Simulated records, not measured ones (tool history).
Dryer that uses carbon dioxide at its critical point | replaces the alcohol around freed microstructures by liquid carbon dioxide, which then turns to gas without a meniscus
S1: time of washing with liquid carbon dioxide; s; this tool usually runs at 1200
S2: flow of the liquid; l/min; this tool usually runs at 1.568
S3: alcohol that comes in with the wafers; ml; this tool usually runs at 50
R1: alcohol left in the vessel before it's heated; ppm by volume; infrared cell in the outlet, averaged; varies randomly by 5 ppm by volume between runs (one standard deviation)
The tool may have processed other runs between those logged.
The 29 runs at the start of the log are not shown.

run	hour	S1	S2	S3	R1
30	1042	1200	1.568	32	43
31	1066.1	840	1.02	33	362
32	1110.6	1200	1.568	58	53
33	1158.4	1200	1.568	58	52
34	1185.4	1200	1.568	58	58
35	1224.2	1200	1.568	58	63
36	1269.6	1680	2.06	81	47
37	1299.1	1680	2.54	47	51
38	1338.4	720	1.568	45	266
39	1383.3	720	1.568	45	285
40	1423.4	1080	1.7	63	75
41	1450.9	1080	1.7	63	66
# hour 1456.5: purifier's bed changed
42	1483.1	1740	1.72	82	12
43	1520.9	1860	1.88	63	0
44	1549.9	1860	1.88	63	2
45	1570.6	1860	1.88	63	17
46	1596.3	1860	2.28	37	10
47	1635.8	960	1.27	50	252
48	1666.2	960	1.27	50	262

What if the next run were any one of these 3? Each begins from the tool's condition after run 48:
A	1712.8	1200	1.568	117	?
B	1712.8	1380	0.97	50	?
C	1712.8	840	1.27	50	?

run	R1
A	97
B	175
C	429
Without the tool's hidden state the same runs would have given:
run	R1
A	38
B	80
C	232
